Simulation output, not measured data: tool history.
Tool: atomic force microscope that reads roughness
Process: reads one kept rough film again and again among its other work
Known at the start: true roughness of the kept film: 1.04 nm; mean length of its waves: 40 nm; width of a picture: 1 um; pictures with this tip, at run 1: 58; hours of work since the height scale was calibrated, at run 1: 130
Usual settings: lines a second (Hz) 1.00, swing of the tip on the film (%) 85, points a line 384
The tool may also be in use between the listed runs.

run	hour	lines a second (Hz)	swing of the tip on the film (%)	points a line	pictures with this tip	hours of work since the height scale was calibrated	roughness of the kept film (nm (root mean square))
1	0.0	1.00	85	384	58	130	0.933
2	4.1	1.00	85	384	67	133	0.934
3	8.1	1.00	85	384	77	136	0.922
4	14.9	1.00	79	384	92	141	0.932
5	23.7	1.00	79	384	112	147	0.917
6	30.3	1.00	79	384	127	152	0.919
7	36.8	1.00	79	384	142	157	0.897
8	43.5	1.00	79	384	157	161	0.905
9	48.0	1.00	79	384	167	165	0.903
10	53.7	0.51	85	384	180	169	0.909
11	58.9	0.82	85	384	191	173	0.894
# hour 63.0: new tip fitted
12	66.6	0.82	85	384	9	178	0.955
13	74.2	0.82	85	384	26	183	0.953
14	79.4	0.82	58	384	38	187	0.979
15	84.5	0.82	58	384	49	191	0.980
16	92.2	1.00	85	296	67	196	0.922
17	99.8	1.00	85	296	84	202	0.923
18	105.5	1.00	85	296	97	206	0.915
19	113.7	1.00	85	296	115	212	0.903
20	122.5	1.00	85	646	135	218	0.906
21	127.9	1.00	85	646	147	222	0.901
22	135.8	1.00	85	384	165	228	0.893
23	142.7	1.00	85	384	181	233	0.889
# hour 151.2: new tip fitted
24	151.8	1.94	85	384	1	239	0.911
25	155.9	1.00	72	384	11	242	0.974
26	161.2	1.00	72	384	23	246	0.969
27	165.3	1.00	72	384	32	249	0.965
28	173.7	1.42	71	318	51	255	0.946
29	177.6	1.42	71	318	60	258	0.940
30	186.3	0.78	85	487	79	264	0.934
31	190.2	1.00	71	348	88	267	0.943
32	195.1	1.00	71	348	99	270	0.932
33	202.5	1.00	84	950	116	276	0.915
34	206.3	3.85	87	384	125	278	0.778
35	212.0	3.85	87	384	137	283	0.780
36	217.1	2.63	72	486	149	286	0.879
37	223.4	2.63	79	743	163	291	0.854
38	227.6	1.90	79	576	173	294	0.877
39	234.1	1.90	79	576	188	299	0.858
# hour 240.0: new tip fitted
40	241.4	1.90	79	576	3	304	0.929
41	249.9	3.70	79	538	22	310	0.880
42	254.3	1.13	79	290	32	313	0.947
43	260.2	1.49	56	926	45	317	0.976
44	268.2	1.49	56	926	63	323	0.971
45	276.1	1.49	56	279	81	329	0.959
46	281.0	1.00	66	589	92	332	0.949
47	285.2	1.08	56	839	102	335	0.957
48	293.8	1.00	63	937	121	341	0.941
49	299.3	0.50	83	878	134	345	0.924
50	303.3	3.93	63	349	143	348	0.885
51	307.6	1.61	85	271	153	351	0.867
52	315.7	1.61	85	948	171	357	0.873

Forecast each of these 4 alternatives for the next run:
A	323.8	1.24	55	899	189	363	?
B	323.8	0.78	86	600	189	363	?
C	323.8	1.61	67	392	189	363	?
D	323.8	1.61	85	504	189	363	?

run	roughness of the kept film (nm (root mean square))
A	0.926
B	0.896
C	0.894
D	0.859
Without the tool's hidden state the same runs would have given:
run	roughness of the kept film (nm (root mean square))
A	1.008
B	0.974
C	0.972
D	0.934

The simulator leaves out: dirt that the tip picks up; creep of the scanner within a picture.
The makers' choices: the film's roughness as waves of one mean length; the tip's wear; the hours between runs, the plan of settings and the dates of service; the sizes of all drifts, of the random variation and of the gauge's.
